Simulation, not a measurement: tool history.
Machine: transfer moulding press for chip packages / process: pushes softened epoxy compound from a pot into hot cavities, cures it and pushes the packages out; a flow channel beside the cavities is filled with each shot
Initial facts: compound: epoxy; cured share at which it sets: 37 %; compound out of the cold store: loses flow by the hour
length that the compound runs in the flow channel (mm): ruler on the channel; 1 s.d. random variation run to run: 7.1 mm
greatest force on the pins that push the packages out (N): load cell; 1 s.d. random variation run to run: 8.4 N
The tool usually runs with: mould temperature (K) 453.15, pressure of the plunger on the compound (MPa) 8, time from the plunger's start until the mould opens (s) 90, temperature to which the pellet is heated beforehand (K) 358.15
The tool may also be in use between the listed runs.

| run | hour | mould temperature (K) | pressure of the plunger on the compound (MPa) | time from the plunger's start until the mould opens (s) | temperature to which the pellet is heated beforehand (K) | incoming compound's hours out of the cold store | length that the compound runs in the flow channel (mm) | greatest force on the pins that push the packages out (N) |
|---|---|---|---|---|---|---|---|---|
| 1 | 0 | 453.15 | 8 | 90 | 358.15 | 42.8 | 716 | 521 |
| 2 | 20.2 | 453.15 | 8 | 90 | 358.15 | 32.6 | 741 | 619 |
|  | 41 | cavities cleaned with cleaning compound and waxed |
| 3 | 47.2 | 453.15 | 8 | 90 | 358.15 | 13.9 | 765 | 415 |
| 4 | 61.7 | 453.15 | 8 | 90 | 358.15 | 36.8 | 718 | 469 |
| 5 | 81.3 | 453.15 | 8 | 81 | 358.15 | 27.2 | 736 | 742 |
|  | 95.2 | plunger's sealing rings changed |
| 6 | 99.4 | 458.15 | 8 | 90 | 358.15 | 26.5 | 794 | 490 |
|  | 116.6 | cavities cleaned with cleaning compound and waxed |
| 7 | 117.2 | 453.15 | 8 | 90 | 358.15 | 15.2 | 842 | 409 |
| 8 | 138.6 | 453.15 | 8 | 90 | 358.15 | 14.6 | 855 | 503 |
| 9 | 159.6 | 453.15 | 7.93 | 90 | 358.15 | 25.8 | 817 | 572 |
| 10 | 170.6 | 453.15 | 7.93 | 90 | 358.15 | 36.9 | 795 | 598 |
|  | 189.5 | cavities cleaned with cleaning compound and waxed |
| 11 | 189.7 | 453.15 | 7.93 | 90 | 358.15 | 41.8 | 768 | 376 |
| 12 | 216 | 453.15 | 7.93 | 90 | 358.15 | 11.6 | 841 | 552 |
| 13 | 236.2 | 453.15 | 8 | 92 | 358.15 | 24.7 | 814 | 559 |
| 14 | 256 | 445.15 | 8 | 90 | 358.15 | 21.9 | 856 | 1241 |
|  | 262.6 | cavities cleaned with cleaning compound and waxed |
| 15 | 280.7 | 445.15 | 8 | 90 | 358.15 | 21.9 | 839 | 887 |
| 16 | 293.6 | 445.15 | 8 | 90 | 358.15 | 10.9 | 874 | 1070 |
| 17 | 311.5 | 445.15 | 8 | 90 | 358.15 | 37.2 | 798 | 1062 |
|  | 336.4 | cavities cleaned with cleaning compound and waxed |
| 18 | 337.8 | 460.15 | 7.37 | 90 | 358.15 | 34.5 | 714 | 278 |
| 19 | 351.3 | 448.15 | 7.37 | 90 | 358.15 | 22.6 | 791 | 689 |
|  | 355.7 | mould's thermocouples calibrated |
| 20 | 364.6 | 453.15 | 8.43 | 85 | 358.15 | 30.9 | 788 | 579 |
| 21 | 390.6 | 453.15 | 8.43 | 85 | 358.15 | 25.5 | 812 | 679 |
|  | 412.1 | cavities cleaned with cleaning compound and waxed |
| 22 | 418.3 | 453.15 | 6.95 | 85 | 368.15 | 20.3 | 730 | 444 |
| 23 | 442.1 | 449.15 | 8.04 | 75 | 368.15 | 12.8 | 834 | 1115 |
| 24 | 455.2 | 449.15 | 8.04 | 75 | 368.15 | 18 | 815 | 1205 |
| 25 | 473.4 | 455.15 | 8 | 70 | 358.15 | 26.3 | 770 | 1019 |
|  | 485.3 | cavities cleaned with cleaning compound and waxed |
| 26 | 487.4 | 460.15 | 6.61 | 79 | 358.15 | 12.6 | 704 | 323 |
|  | 492.2 | mould's thermocouples calibrated, once more |
| 27 | 506.1 | 453.15 | 8 | 90 | 357.15 | 37 | 734 | 468 |

Hidden state or all else? Some run-to-run changes of length that the compound runs in the flow channel (mm), split into what the settings, what came in and random variation would give without the hidden state, and what is left for the hidden state (with any gauge scatter that isn't in both results):
What the log doesn't record here: true mould temperature over the reading, C; pressure that reaches the compound, % of what is set; grip of the stained cavities, % over clean ones'; drift of the gauge itself on flow_mm, %; drift of the gauge itself on push_out_n, %.
Run 5 -> 6: mould temperature (K) 453.15 -> 458.15, time from the plunger's start until the mould opens (s) 81 -> 90, plunger's sealing rings changed. length that the compound runs in the flow channel (mm) +58: hidden state +89, all else -31.
Run 17 -> 18: mould temperature (K) 445.15 -> 460.15, pressure of the plunger on the compound (MPa) 8 -> 7.37, cavities cleaned with cleaning compound and waxed. length that the compound runs in the flow channel (mm) -84: hidden state +0, all else -84.
Run 22 -> 23: mould temperature (K) 453.15 -> 449.15, pressure of the plunger on the compound (MPa) 6.95 -> 8.04, time from the plunger's start until the mould opens (s) 85 -> 75. length that the compound runs in the flow channel (mm) +104: hidden state -10, all else +114.
